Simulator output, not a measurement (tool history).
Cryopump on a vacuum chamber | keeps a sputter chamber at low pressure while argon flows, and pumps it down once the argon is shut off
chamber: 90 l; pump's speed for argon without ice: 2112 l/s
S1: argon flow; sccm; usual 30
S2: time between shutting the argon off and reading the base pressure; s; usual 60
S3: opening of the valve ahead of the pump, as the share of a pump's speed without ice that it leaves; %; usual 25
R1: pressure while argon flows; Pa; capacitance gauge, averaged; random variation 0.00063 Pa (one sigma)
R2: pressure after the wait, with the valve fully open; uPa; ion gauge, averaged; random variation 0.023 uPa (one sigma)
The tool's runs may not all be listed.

{"run": 1, "day": 0.0, "S1": 30, "S2": 60, "S3": 25, "R1": 0.1034, "R2": 1.15}
{"run": 2, "day": 1.371, "S1": 30, "S2": 60, "S3": 25, "R1": 0.1035, "R2": 1.2}
{"run": 3, "day": 3.558, "S1": 40, "S2": 60, "S3": 25, "R1": 0.1386, "R2": 1.16}
{"run": 4, "day": 6.042, "S1": 40, "S2": 60, "S3": 25, "R1": 0.1403, "R2": 1.3}
{"run": 5, "day": 8.138, "S1": 40, "S2": 60, "S3": 25, "R1": 0.1404, "R2": 1.26}
{"run": 6, "day": 10.392, "S1": 40, "S2": 60, "S3": 25, "R1": 0.1409, "R2": 1.32}
{"run": 7, "day": 11.496, "S1": 40, "S2": 60, "S3": 25, "R1": 0.1435, "R2": 1.32}
{"run": 8, "day": 13.375, "S1": 30, "S2": 218, "S3": 25, "R1": 0.1084, "R2": 0.89}
{"run": 9, "day": 15.833, "S1": 30, "S2": 60, "S3": 25, "R1": 0.0967, "R2": 1.16}
{"run": 10, "day": 17.908, "S1": 30, "S2": 60, "S3": 25, "R1": 0.097, "R2": 1.22}
{"run": 11, "day": 20.029, "S1": 30, "S2": 60, "S3": 25, "R1": 0.0972, "R2": 1.24}
{"run": 12, "day": 21.946, "S1": 30, "S2": 33, "S3": 25, "R1": 0.0979, "R2": 1.82}
{"run": 13, "day": 24.317, "S1": 30, "S2": 33, "S3": 25, "R1": 0.0976, "R2": 1.84}
{"run": 14, "day": 25.9, "S1": 30, "S2": 33, "S3": 25, "R1": 0.0995, "R2": 1.84}
{"run": 15, "day": 27.704, "S1": 40, "S2": 31, "S3": 57, "R1": 0.0612, "R2": 1.96}
{"run": 16, "day": 29.896, "S1": 30, "S2": 131, "S3": 27, "R1": 0.0919, "R2": 0.96}
{"run": 17, "day": 31.179, "S1": 30, "S2": 131, "S3": 27, "R1": 0.0915, "R2": 0.96}
{"run": 18, "day": 32.521, "S1": 30, "S2": 161, "S3": 27, "R1": 0.0924, "R2": 0.95}
{"run": 19, "day": 34.025, "S1": 18, "S2": 278, "S3": 41, "R1": 0.0385, "R2": 0.85}
{"run": 20, "day": 35.388, "S1": 15, "S2": 278, "S3": 41, "R1": 0.0317, "R2": 0.84}
{"run": 21, "day": 37.404, "S1": 55, "S2": 117, "S3": 52, "R1": 0.0949, "R2": 1.09}
{"run": 22, "day": 39.708, "S1": 12, "S2": 97, "S3": 50, "R1": 0.0221, "R2": 1.23}

Taken out of this log: 1 entry between the listed runs. Where each belongs, and how the hidden state differs across it:
Between runs 8 and 9: pump warmed up, emptied and cooled again (day 15.417)
  pump's speed, % of a pump's without ice: 67.6 -> 99.2; cold plate's temperature, K: 12.68 -> 12.72; leak into the chamber, uPa l/s: 969 -> 1001
  measured less the result without the state, R1: +0.012 -> +0.0005 Pa; R2: +0.54 -> +0.34 uPa

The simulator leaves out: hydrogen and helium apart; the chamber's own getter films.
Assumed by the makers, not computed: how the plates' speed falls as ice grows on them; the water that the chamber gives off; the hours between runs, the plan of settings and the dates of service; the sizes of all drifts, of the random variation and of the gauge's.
